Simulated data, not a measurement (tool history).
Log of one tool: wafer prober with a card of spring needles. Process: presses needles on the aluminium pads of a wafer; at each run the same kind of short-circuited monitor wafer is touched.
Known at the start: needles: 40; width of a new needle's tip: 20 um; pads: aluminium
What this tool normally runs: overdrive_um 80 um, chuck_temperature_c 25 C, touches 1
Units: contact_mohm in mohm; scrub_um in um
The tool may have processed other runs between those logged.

Run 1, hour 0.0: usual settings. Result: contact_mohm 285 mohm, scrub_um 13.63 um.
At hour 2.0: tips cleaned on abrasive film.
At hour 6.9: tips cleaned on abrasive film.
Run 2, hour 9.1: usual settings but overdrive_um 63 um. Result: contact_mohm 302 mohm, scrub_um 10.38 um.
At hour 11.1: tips cleaned on abrasive film.
At hour 15.7: tips cleaned on abrasive film.
At hour 20.2: tips cleaned on abrasive film.
At hour 25.0: tips cleaned on abrasive film.
Run 3, hour 25.1: usual settings but overdrive_um 63 um. Result: contact_mohm 274 mohm, scrub_um 10.67 um.
At hour 29.0: tips cleaned on abrasive film.
At hour 33.7: tips cleaned on abrasive film.
Run 4, hour 35.8: usual settings but overdrive_um 63 um. Result: contact_mohm 304 mohm, scrub_um 10.78 um.
At hour 37.8: tips cleaned on abrasive film.
At hour 42.5: tips cleaned on abrasive film.
Run 5, hour 46.4: usual settings but overdrive_um 63 um. Result: contact_mohm 317 mohm, scrub_um 10.40 um.
At hour 47.5: tips cleaned on abrasive film.
At hour 51.4: tips cleaned on abrasive film.
At hour 56.2: tips cleaned on abrasive film.
At hour 58.2: height of the first contact set anew.
At hour 61.2: tips cleaned on abrasive film.
Run 6, hour 62.7: usual settings. Result: contact_mohm 273 mohm, scrub_um 14.36 um.
At hour 65.6: tips cleaned on abrasive film.
At hour 69.6: tips cleaned on abrasive film.
At hour 74.4: tips cleaned on abrasive film.
At hour 79.1: tips cleaned on abrasive film.
Run 7, hour 80.2: usual settings. Result: contact_mohm 271 mohm, scrub_um 14.49 um.
At hour 83.1: tips cleaned on abrasive film.
At hour 87.9: tips cleaned on abrasive film.
At hour 92.8: tips cleaned on abrasive film.
Run 8, hour 96.5: usual settings. Result: contact_mohm 292 mohm, scrub_um 14.03 um.
At hour 97.6: tips cleaned on abrasive film.
At hour 102.1: tips cleaned on abrasive film.
At hour 106.1: tips cleaned on abrasive film.
Run 9, hour 106.1: usual settings. Result: contact_mohm 260 mohm, scrub_um 14.50 um.
At hour 110.8: tips cleaned on abrasive film.
At hour 114.8: tips cleaned on abrasive film.
At hour 118.7: tips cleaned on abrasive film.
Run 10, hour 118.7: usual settings. Result: contact_mohm 263 mohm, scrub_um 14.44 um.
At hour 123.5: tips cleaned on abrasive film.
At hour 128.4: tips cleaned on abrasive film.
At hour 132.9: tips cleaned on abrasive film.
Run 11, hour 136.8: usual settings. Result: contact_mohm 293 mohm, scrub_um 14.08 um.
At hour 137.8: tips cleaned on abrasive film.
At hour 142.3: tips cleaned on abrasive film.
At hour 146.9: tips cleaned on abrasive film.
At hour 151.7: tips cleaned on abrasive film.
Run 12, hour 155.1: usual settings. Result: contact_mohm 288 mohm, scrub_um 13.97 um.
At hour 156.1: tips cleaned on abrasive film.
At hour 161.0: tips cleaned on abrasive film.
Run 13, hour 163.6: usual settings. Result: contact_mohm 281 mohm, scrub_um 14.06 um.
At hour 165.6: tips cleaned on abrasive film.
At hour 169.6: tips cleaned on abrasive film.
At hour 174.3: tips cleaned on abrasive film.
Run 14, hour 174.3: usual settings. Result: contact_mohm 267 mohm, scrub_um 13.93 um.
At hour 178.9: tips cleaned on abrasive film.
At hour 183.7: tips cleaned on abrasive film.
Run 15, hour 184.5: usual settings but overdrive_um 68 um. Result: contact_mohm 278 mohm, scrub_um 11.95 um.
At hour 188.1: tips cleaned on abrasive film.
At hour 192.8: tips cleaned on abrasive film.
At hour 197.5: tips cleaned on abrasive film.
Run 16, hour 197.7: usual settings but overdrive_um 68 um, touches 2. Result: contact_mohm 267 mohm, scrub_um 11.59 um.
At hour 202.2: tips cleaned on abrasive film.
At hour 206.2: tips cleaned on abrasive film.
At hour 210.7: tips cleaned on abrasive film.
At hour 214.7: tips cleaned on abrasive film.
Run 17, hour 214.9: usual settings but overdrive_um 68 um, touches 2. Result: contact_mohm 268 mohm, scrub_um 11.79 um.
At hour 218.8: tips cleaned on abrasive film.
At hour 223.4: tips cleaned on abrasive film.
At hour 228.1: tips cleaned on abrasive film.
Run 18, hour 228.4: usual settings but overdrive_um 61 um, touches 2. Result: contact_mohm 274 mohm, scrub_um 10.28 um.
At hour 232.1: tips cleaned on abrasive film.
At hour 236.8: tips cleaned on abrasive film.
At hour 241.6: tips cleaned on abrasive film.
Run 19, hour 243.5: usual settings but overdrive_um 61 um, touches 2. Result: contact_mohm 291 mohm, scrub_um 10.18 um.
At hour 245.5: tips cleaned on abrasive film.
At hour 249.5: tips cleaned on abrasive film.
At hour 254.3: tips cleaned on abrasive film.
Run 20, hour 256.3: usual settings but overdrive_um 75 um, chuck_temperature_c 71 C, touches 2. Result: contact_mohm 290 mohm, scrub_um 12.88 um.
At hour 259.1: tips cleaned on abrasive film.
At hour 263.9: tips cleaned on abrasive film.
At hour 268.8: tips cleaned on abrasive film.
Run 21, hour 268.8: usual settings but overdrive_um 75 um, chuck_temperature_c 71 C, touches 2. Result: contact_mohm 278 mohm, scrub_um 12.91 um.
At hour 273.5: tips cleaned on abrasive film.
At hour 277.4: tips cleaned on abrasive film.
At hour 282.3: tips cleaned on abrasive film.
Run 22, hour 282.9: usual settings but overdrive_um 64 um, touches 2. Result: contact_mohm 278 mohm, scrub_um 10.71 um.
At hour 286.9: tips cleaned on abrasive film.
At hour 291.6: tips cleaned on abrasive film.
At hour 295.7: tips cleaned on abrasive film.
Run 23, hour 295.7: usual settings but overdrive_um 64 um, touches 2. Result: contact_mohm 275 mohm, scrub_um 10.73 um.
At hour 300.4: tips cleaned on abrasive film.
At hour 305.2: tips cleaned on abrasive film.
Run 24, hour 307.8: usual settings but overdrive_um 68 um, chuck_temperature_c 27 C, touches 2. Result: contact_mohm 292 mohm, scrub_um 11.41 um.
At hour 309.8: tips cleaned on abrasive film.
At hour 314.4: tips cleaned on abrasive film.
At hour 318.3: tips cleaned on abrasive film.
Run 25, hour 318.3: usual settings but overdrive_um 64 um, chuck_temperature_c 67 C, touches 2. Result: contact_mohm 286 mohm, scrub_um 10.49 um.
At hour 323.0: tips cleaned on abrasive film.
At hour 325.9: height of the first contact set anew.
At hour 327.8: tips cleaned on abrasive film.
Run 26, hour 330.6: usual settings but overdrive_um 64 um, chuck_temperature_c 65 C. Result: contact_mohm 312 mohm, scrub_um 11.34 um.
At hour 332.5: tips cleaned on abrasive film.
At hour 337.2: tips cleaned on abrasive film.
At hour 341.9: tips cleaned on abrasive film.
Run 27, hour 342.6: usual settings but chuck_temperature_c 35 C, touches 3. Result: contact_mohm 265 mohm, scrub_um 14.36 um.
At hour 346.3: tips cleaned on abrasive film.
At hour 351.2: tips cleaned on abrasive film.
Run 28, hour 354.1: usual settings but overdrive_um 94 um, chuck_temperature_c 92 C, touches 2. Result: contact_mohm 292 mohm, scrub_um 16.83 um.
At hour 355.1: tips cleaned on abrasive film.
At hour 359.1: tips cleaned on abrasive film.
At hour 363.8: tips cleaned on abrasive film.
Run 29, hour 365.9: usual settings but overdrive_um 97 um. Result: contact_mohm 274 mohm, scrub_um 17.41 um.

Below are 3 alternative next runs, each starting from the tool's condition after run 29. Predict each:
At hour 367.9: tips cleaned on abrasive film.
At hour 372.8: tips cleaned on abrasive film.
At hour 377.7: tips cleaned on abrasive film.
At hour 382.3: tips cleaned on abrasive film.
Run A, hour 383.7: usual settings but overdrive_um 62 um, chuck_temperature_c 32 C, touches 2. Result: contact_mohm ?, scrub_um ?.
At hour 367.9: tips cleaned on abrasive film.
At hour 372.8: tips cleaned on abrasive film.
At hour 377.7: tips cleaned on abrasive film.
At hour 382.3: tips cleaned on abrasive film.
Run B, hour 383.7: usual settings but chuck_temperature_c 71 C, touches 2. Result: contact_mohm ?, scrub_um ?.
At hour 367.9: tips cleaned on abrasive film.
At hour 372.8: tips cleaned on abrasive film.
At hour 377.7: tips cleaned on abrasive film.
At hour 382.3: tips cleaned on abrasive film.
Run C, hour 383.7: usual settings but overdrive_um 72 um. Result: contact_mohm ?, scrub_um ?.

run  contact_mohm  scrub_um
  A           284     10.64
  B           285     14.31
  C           283     12.92
Take away the tool's hidden state, keep each run's random variation, and the runs would have read:
run  contact_mohm  scrub_um
  A           264     10.87
  B           272     14.54
  C           260     13.15
